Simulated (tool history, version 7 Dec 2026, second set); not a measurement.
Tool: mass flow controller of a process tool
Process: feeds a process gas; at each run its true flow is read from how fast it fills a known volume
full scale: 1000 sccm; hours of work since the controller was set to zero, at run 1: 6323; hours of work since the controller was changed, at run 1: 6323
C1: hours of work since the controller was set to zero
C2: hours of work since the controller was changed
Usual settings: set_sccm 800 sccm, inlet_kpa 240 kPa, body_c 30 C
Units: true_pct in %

{"run": 1, "hour": 0.0, "set_sccm": 800, "inlet_kpa": 240, "body_c": 30, "C1": 6323, "C2": 6323, "true_pct": 99.74}
{"run": 2, "hour": 172.6, "set_sccm": 800, "inlet_kpa": 240, "body_c": 30, "C1": 6445, "C2": 6445, "true_pct": 99.89}
{"run": 3, "hour": 485.7, "set_sccm": 800, "inlet_kpa": 240, "body_c": 30, "C1": 6665, "C2": 6665, "true_pct": 99.84}
{"hour": 553.8, "done": "controller's zero set anew"}
{"run": 4, "hour": 677.5, "set_sccm": 800, "inlet_kpa": 193, "body_c": 30, "C1": 87, "C2": 6800, "true_pct": 99.77}
{"run": 5, "hour": 987.5, "set_sccm": 800, "inlet_kpa": 240, "body_c": 30, "C1": 305, "C2": 7018, "true_pct": 99.85}
{"run": 6, "hour": 1253.7, "set_sccm": 800, "inlet_kpa": 240, "body_c": 30, "C1": 493, "C2": 7206, "true_pct": 99.84}
{"run": 7, "hour": 1532.8, "set_sccm": 800, "inlet_kpa": 240, "body_c": 33, "C1": 689, "C2": 7402, "true_pct": 99.91}
{"run": 8, "hour": 1788.7, "set_sccm": 800, "inlet_kpa": 240, "body_c": 40, "C1": 870, "C2": 7582, "true_pct": 100.2}
{"run": 9, "hour": 2031.7, "set_sccm": 192, "inlet_kpa": 253, "body_c": 30, "C1": 1041, "C2": 7753, "true_pct": 98.86}

Forecast run 10:
{"run": 10, "hour": 2350.9, "set_sccm": 454, "inlet_kpa": 267, "body_c": 31, "C1": 1266, "C2": 7978, "true_pct": "?"}

true_pct: 99.35 %
Without the tool's hidden state the same run would have given true_pct 99.35 %.
